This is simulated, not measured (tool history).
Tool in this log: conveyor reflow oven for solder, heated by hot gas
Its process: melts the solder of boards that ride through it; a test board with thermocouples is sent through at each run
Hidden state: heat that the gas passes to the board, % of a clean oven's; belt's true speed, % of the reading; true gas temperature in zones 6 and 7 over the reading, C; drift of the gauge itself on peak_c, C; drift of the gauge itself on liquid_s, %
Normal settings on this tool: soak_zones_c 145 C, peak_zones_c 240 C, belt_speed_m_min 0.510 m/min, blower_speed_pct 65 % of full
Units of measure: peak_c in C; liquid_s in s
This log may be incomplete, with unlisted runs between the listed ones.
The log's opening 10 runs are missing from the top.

run     day  soak_zones_c  peak_zones_c  belt_speed_m_min  blower_speed_pct  hours of work since the flux was cleaned out  hours of work since the belt drive was overhauled  hours of work since the thermocouples were changed  peak_c  liquid_s
 11  12.788           145           242             0.510                65                                           159                                                883                                                 500   221.1      57.2
 12  14.267           157           240             0.510                65                                           177                                                902                                                 518   221.9      62.9
 13  15.312           157           240             0.510                65                                           190                                                915                                                 531   221.4      62.6
     17.058  -- belt drive overhauled, speed set with a stopwatch
 14  17.271           157           240             0.510                65                                           213                                                  3                                                 554   221.1      62.8
 15  18.450           157           240             0.510                65                                           227                                                 17                                                 568   221.3      62.6
 16  19.525           157           240             0.487                65                                           241                                                 31                                                 582   222.8      66.7
 17  20.679           135           238             0.487                73                                           255                                                 45                                                 596   217.5      54.2
     21.883  -- belt drive overhauled, speed set with a stopwatch, once more
 18  21.883           145           236             0.566                51                                           268                                                  0                                                 609   207.9      40.1
 19  23.896           145           235             0.510                84                                           293                                                 25                                                 634   216.2      54.1
     24.529  -- thermocouples of zones 6 and 7 changed
     25.571  -- flux residue cleaned out of gas plates and filters
 20  26.029           145           235             0.510                84                                             6                                                 48                                                  16   219.6      56.9
 21  27.321           145           249             0.514                84                                            22                                                 64                                                  32   231.5      62.7
 22  28.942           134           236             0.571                84                                            42                                                 84                                                  52   214.4      43.1
 23  30.812           134           236             0.571                84                                            65                                                107                                                  75   214.3      43.2
 24  32.058           134           236             0.571                84                                            81                                                123                                                  91   213.7      43.0
 25  33.229           134           230             0.525                75                                            95                                                137                                                 106   210.8      44.0
 26  34.358           134           234             0.525                75                                           109                                                151                                                 120   213.5      46.6
 27  35.354           154           248             0.464                74                                           122                                                164                                                 132   233.0      73.6
 28  36.304           155           247             0.510                65                                           133                                                176                                                 144   228.3      65.2
 29  37.496           155           247             0.510                65                                           148                                                190                                                 159   227.2      64.7
 30  39.350           148           240             0.439                58                                           171                                                213                                                 182   223.6      70.0
 31  40.625           148           240             0.439                58                                           187                                                229                                                 197   223.3      70.2

3 options for the next run, each taken on its own from the tool as it stands now. Forecast them:
  A  42.642           150           240             0.608                88                                           212                                                254                                                 223       ?         ?
  B  42.642           145           243             0.499                76                                           212                                                254                                                 223       ?         ?
  C  42.642           145           240             0.510                81                                           212                                                254                                                 223       ?         ?

run  peak_c  liquid_s
  A   217.1      47.2
  B   224.0      60.7
  C   221.5      57.8
Without the tool's unlogged condition, the same runs would have read:
run  peak_c  liquid_s
  A   219.6      48.9
  B   226.2      62.1
  C   223.7      59.2

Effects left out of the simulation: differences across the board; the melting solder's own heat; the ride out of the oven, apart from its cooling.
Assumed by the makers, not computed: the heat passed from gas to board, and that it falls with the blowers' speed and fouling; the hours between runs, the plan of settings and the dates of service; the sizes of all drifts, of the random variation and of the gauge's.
